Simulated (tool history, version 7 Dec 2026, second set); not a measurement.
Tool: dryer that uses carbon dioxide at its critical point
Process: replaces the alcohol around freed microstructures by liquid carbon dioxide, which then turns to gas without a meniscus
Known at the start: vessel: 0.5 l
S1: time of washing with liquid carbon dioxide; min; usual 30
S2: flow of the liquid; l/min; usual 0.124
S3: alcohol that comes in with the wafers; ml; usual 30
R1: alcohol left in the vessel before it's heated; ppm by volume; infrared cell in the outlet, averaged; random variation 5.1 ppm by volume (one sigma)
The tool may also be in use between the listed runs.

Run 1, day 0: usual settings. Result: R1 204 ppm by volume.
Run 2, day 1.312: usual settings but S3 78 ml. Result: R1 326 ppm by volume.
Run 3, day 3.246: usual settings but S2 0.149 l/min. Result: R1 168 ppm by volume.
Run 4, day 4.788: usual settings but S2 0.149 l/min. Result: R1 172 ppm by volume.
Run 5, day 6.467: usual settings but S2 0.149 l/min. Result: R1 186 ppm by volume.
Run 6, day 7.867: usual settings but S1 32 min. Result: R1 231 ppm by volume.
Run 7, day 9.417: usual settings but S1 32 min. Result: R1 241 ppm by volume.
At day 10.667: inlet filter changed.
Run 8, day 10.667: usual settings. Result: R1 211 ppm by volume.
Run 9, day 12.454: usual settings but S3 49 ml. Result: R1 276 ppm by volume.
Run 10, day 13.558: usual settings but S3 102 ml. Result: R1 389 ppm by volume.
Run 11, day 15.021: usual settings but S3 102 ml. Result: R1 420 ppm by volume.
Run 12, day 16.538: usual settings but S1 47 min, S3 102 ml. Result: R1 183 ppm by volume.
Run 13, day 17.842: usual settings but S1 47 min, S3 102 ml. Result: R1 187 ppm by volume.
Run 14, day 19.725: usual settings but S1 47 min, S3 102 ml. Result: R1 196 ppm by volume.
Run 15, day 21.154: usual settings but S1 47 min, S3 102 ml. Result: R1 205 ppm by volume.
Run 16, day 22.271: usual settings but S1 37 min. Result: R1 231 ppm by volume.
Run 17, day 23.508: usual settings. Result: R1 324 ppm by volume.
Run 18, day 24.938: usual settings. Result: R1 322 ppm by volume.
At day 25.883: purifier's bed changed.
Run 19, day 26.375: usual settings. Result: R1 142 ppm by volume.
At day 26.808: inlet filter changed.
Run 20, day 27.712: usual settings. Result: R1 78 ppm by volume.
Run 21, day 29.054: usual settings but S2 0.115 l/min. Result: R1 121 ppm by volume.
Run 22, day 30.117: usual settings but S2 0.115 l/min. Result: R1 135 ppm by volume.
Run 23, day 31.229: usual settings but S2 0.115 l/min. Result: R1 148 ppm by volume.
Run 24, day 32.438: usual settings but S2 0.115 l/min. Result: R1 158 ppm by volume.
Run 25, day 33.558: usual settings but S2 0.115 l/min. Result: R1 164 ppm by volume.
Run 26, day 35.4: usual settings but S2 0.115 l/min. Result: R1 193 ppm by volume.
Run 27, day 36.229: usual settings but S1 40 min, S2 0.115 l/min, S3 69 ml. Result: R1 87 ppm by volume.
Run 28, day 37.521: usual settings but S1 40 min, S2 0.115 l/min, S3 69 ml. Result: R1 94 ppm by volume.
Run 29, day 39.517: usual settings but S1 40 min, S2 0.115 l/min, S3 69 ml. Result: R1 120 ppm by volume.
Run 30, day 41.288: usual settings but S2 0.085 l/min, S3 89 ml. Result: R1 2971 ppm by volume.
Run 31, day 42.683: usual settings but S1 43 min, S2 0.166 l/min, S3 54 ml. Result: R1 59 ppm by volume.
At day 42.9: inlet filter changed.
Run 32, day 44.675: usual settings but S1 37 min, S2 0.204 l/min, S3 65 ml. Result: R1 67 ppm by volume.
Run 33, day 46.575: usual settings but S1 37 min, S2 0.204 l/min, S3 65 ml. Result: R1 76 ppm by volume.
Run 34, day 47.717: usual settings but S1 37 min, S2 0.204 l/min, S3 65 ml. Result: R1 72 ppm by volume.
Run 35, day 49.004: usual settings but S1 19 min, S3 31 ml. Result: R1 999 ppm by volume.
Run 36, day 50.004: usual settings but S1 19 min, S3 31 ml. Result: R1 1041 ppm by volume.
Run 37, day 51.888: usual settings but S1 19 min, S3 31 ml. Result: R1 1080 ppm by volume.
Run 38, day 53.658: usual settings but S1 48 min, S3 45 ml. Result: R1 105 ppm by volume.
Run 39, day 54.721: usual settings but S1 18 min, S2 0.104 l/min, S3 51 ml. Result: R1 4547 ppm by volume.
Run 40, day 55.758: usual settings but S3 55 ml. Result: R1 314 ppm by volume.
Run 41, day 57.704: usual settings but S1 28 min, S2 0.157 l/min. Result: R1 134 ppm by volume.
Run 42, day 58.783: usual settings but S1 44 min, S2 0.08 l/min, S3 41 ml. Result: R1 412 ppm by volume.
At day 58.912: inlet filter changed.
Run 43, day 59.975: usual settings but S3 66 ml. Result: R1 224 ppm by volume.
Run 44, day 60.788: usual settings but S3 66 ml. Result: R1 233 ppm by volume.
Run 45, day 61.979: usual settings but S1 24 min, S3 26 ml. Result: R1 332 ppm by volume.
Run 46, day 63.154: usual settings but S1 24 min, S3 26 ml. Result: R1 350 ppm by volume.
Run 47, day 64.112: usual settings but S1 24 min, S3 26 ml. Result: R1 357 ppm by volume.

Forecast each of these 3 alternatives for the next run:
Run A, day 65.567: usual settings but S1 25 min, S2 0.161 l/min. Result: R1 ?.
Run B, day 65.567: usual settings but S1 18 min, S2 0.131 l/min, S3 78 ml. Result: R1 ?.
Run C, day 65.567: usual settings but S1 35 min, S2 0.207 l/min, S3 20 ml. Result: R1 ?.

run    R1
  A   169
  B  2372
  C   125
Without the tool's hidden state the same runs would have given:
run    R1
  A    33
  B  1761
  C     3

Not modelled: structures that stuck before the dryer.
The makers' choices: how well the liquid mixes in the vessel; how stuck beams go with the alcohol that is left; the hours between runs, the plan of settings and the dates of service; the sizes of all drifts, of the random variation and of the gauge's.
